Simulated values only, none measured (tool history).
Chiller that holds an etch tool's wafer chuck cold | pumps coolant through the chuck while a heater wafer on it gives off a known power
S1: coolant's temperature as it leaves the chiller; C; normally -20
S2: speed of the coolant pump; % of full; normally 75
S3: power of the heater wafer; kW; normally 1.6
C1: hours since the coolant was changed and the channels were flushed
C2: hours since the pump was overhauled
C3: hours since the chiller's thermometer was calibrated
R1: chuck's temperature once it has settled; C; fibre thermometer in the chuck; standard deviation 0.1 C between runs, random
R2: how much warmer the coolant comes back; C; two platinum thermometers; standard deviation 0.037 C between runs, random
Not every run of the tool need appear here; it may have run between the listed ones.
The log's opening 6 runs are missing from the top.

run	hour	S1	S2	S3	C1	C2	C3	R1	R2
7	228.9	-20	75	1.6	2840	2529	556	-2.4	7.65
8	274.7	-20	85	1.6	2885	2575	602	-4.2	6.72
9	328	-20	85	1.6	2939	2628	655	-4.2	6.76
10	365.7	-20	85	1.6	2976	2666	693	-4.1	6.72
11	410.6	-20	85	1.6	3021	2711	738	-4.3	6.72
12	451.3	-20	85	2.141	3062	2752	778	1.3	8.95
13	483.1	-20	85	2.141	3094	2783	810	1.4	9.03
14	533.7	-20	85	2.141	3144	2834	861	1.3	9.04
15	588.7	-20	85	2.141	3199	2889	916	1.3	9.09
16	647.9	-20	85	2.141	3259	2948	975	1.3	9.1
17	705.7	-20	85	2.141	3316	3006	1033	1.6	9.12
18	764.6	-20	85	2.141	3375	3065	1092	1.5	9.06
19	822	-17	90	2.141	3433	3122	1149	3.5	8.64
20	865.1	-17	78	1.699	3476	3165	1192	1.7	7.99
21	918.5	-14	97	1.6	3529	3219	1246	0.5	5.93
22	969.2	-27	97	1.6	3580	3269	1296	-12.4	5.88

What does the tool deliver on the next run?
23	1025.8	-16	73	1.011	3636	3326	1353	?	?

{"run 23": {"R1": -4, "R2": 5.13}}
If the tool had no hidden condition, the same run with the same run-to-run variation would have returned R1 -5.9 C, R2 4.7 C.
